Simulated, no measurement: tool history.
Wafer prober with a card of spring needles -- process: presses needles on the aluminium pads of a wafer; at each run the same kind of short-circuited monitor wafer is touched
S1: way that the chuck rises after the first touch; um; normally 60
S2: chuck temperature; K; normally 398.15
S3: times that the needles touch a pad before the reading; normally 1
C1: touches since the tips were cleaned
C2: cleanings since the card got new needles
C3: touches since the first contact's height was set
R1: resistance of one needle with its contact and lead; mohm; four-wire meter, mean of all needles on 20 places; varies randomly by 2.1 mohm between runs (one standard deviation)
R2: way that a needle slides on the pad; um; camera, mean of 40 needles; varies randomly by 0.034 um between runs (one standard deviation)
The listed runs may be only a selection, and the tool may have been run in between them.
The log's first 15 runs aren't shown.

At hour 197.1: tips cleaned on abrasive film.
Run 16, hour 202.2: usual settings; C1 1803; C2 30; C3 34945. Result: R1 225 mohm, R2 11.25 um.
At hour 210.0: tips cleaned on abrasive film.
Run 17, hour 211.7: usual settings; C1 599; C2 31; C3 38289. Result: R1 231 mohm, R2 11.25 um.
At hour 222.5: tips cleaned on abrasive film.
Run 18, hour 222.5: usual settings but S1 71 um, S2 300.15 K; C1 0; C2 32; C3 42053. Result: R1 206 mohm, R2 13.35 um.
At hour 236.0: tips cleaned on abrasive film.
Run 19, hour 239.6: usual settings but S1 71 um, S2 300.15 K; C1 1292; C2 33; C3 48077. Result: R1 204 mohm, R2 13.31 um.
Run 20, hour 247.5: usual settings but S1 63 um, S2 300.15 K, S3 2; C1 4066; C2 33; C3 50851. Result: R1 204 mohm, R2 11.86 um.
At hour 248.5: tips cleaned on abrasive film.
Run 21, hour 258.2: usual settings but S1 63 um, S2 300.15 K, S3 2; C1 3432; C2 34; C3 54608. Result: R1 203 mohm, R2 11.76 um.
At hour 261.2: tips cleaned on abrasive film.
Run 22, hour 266.7: usual settings but S1 50 um; C1 1946; C2 35; C3 57551. Result: R1 229 mohm, R2 9.36 um.
At hour 273.8: tips cleaned on abrasive film.
Run 23, hour 280.1: usual settings but S1 48 um, S3 2; C1 2210; C2 36; C3 62246. Result: R1 231 mohm, R2 8.97 um.
At hour 286.7: tips cleaned on abrasive film.
Run 24, hour 289.4: usual settings but S1 48 um, S3 2; C1 967; C2 37; C3 65508. Result: R1 231 mohm, R2 9.04 um.
At hour 299.4: tips cleaned on abrasive film.
Run 25, hour 304.0: usual settings but S2 320.15 K, S3 2; C1 1622; C2 38; C3 70623. Result: R1 210 mohm, R2 11.27 um.
At hour 312.0: tips cleaned on abrasive film.
Run 26, hour 313.2: usual settings but S2 331.15 K; C1 433; C2 39; C3 73839. Result: R1 213 mohm, R2 11.30 um.
Run 27, hour 321.6: usual settings but S2 347.15 K, S3 2; C1 3407; C2 39; C3 76813. Result: R1 218 mohm, R2 11.27 um.
At hour 324.8: tips cleaned on abrasive film.
Run 28, hour 336.6: usual settings but S1 42 um, S3 2; C1 4165; C2 40; C3 82058. Result: R1 234 mohm, R2 7.89 um.
At hour 337.7: tips cleaned on abrasive film.
Run 29, hour 346.7: usual settings but S1 53 um, S2 357.15 K; C1 3207; C2 41; C3 85614. Result: R1 219 mohm, R2 9.92 um.
At hour 350.7: tips cleaned on abrasive film.
At hour 363.1: tips cleaned on abrasive film.
Run 30, hour 363.1: usual settings but S1 53 um, S2 357.15 K; C1 0; C2 43; C3 91335. Result: R1 217 mohm, R2 9.95 um.
Run 31, hour 370.2: usual settings but S1 53 um, S2 354.15 K; C1 2494; C2 43; C3 93829. Result: R1 222 mohm, R2 9.95 um.
At hour 376.4: tips cleaned on abrasive film.
Run 32, hour 387.5: usual settings but S1 72 um, S2 303.15 K, S3 2; C1 3932; C2 44; C3 99902. Result: R1 204 mohm, R2 13.50 um.
At hour 388.8: tips cleaned on abrasive film.
At hour 401.3: tips cleaned on abrasive film.
Run 33, hour 402.2: usual settings but S1 69 um, S2 393.15 K, S3 2; C1 301; C2 46; C3 105019. Result: R1 226 mohm, R2 12.96 um.
At hour 409.3: height of the first contact set anew.
At hour 415.1: tips cleaned on abrasive film.
Run 34, hour 418.0: usual settings but S2 359.15 K, S3 2; C1 1016; C2 47; C3 3032. Result: R1 217 mohm, R2 11.24 um.

Branching from run 34: 3 alternative next runs. What would each branch give?
Run A, hour 426.7: usual settings but S1 46 um, S2 359.15 K, S3 2; C1 4114; C2 47; C3 6130. Result: R1 ?, R2 ?.
Run B, hour 426.7: usual settings but S1 42 um, S2 309.15 K, S3 2; C1 4114; C2 47; C3 6130. Result: R1 ?, R2 ?.
Run C, hour 426.7: usual settings but S1 57 um, S2 391.15 K; C1 4114; C2 47; C3 6130. Result: R1 ?, R2 ?.

run   R1     R2
  A  224   8.65
  B  209   7.90
  C  228  10.59
Take away the tool's hidden state, keep each run's random variation, and the runs would have read:
run   R1     R2
  A  223   8.65
  B  209   7.90
  C  228  10.59
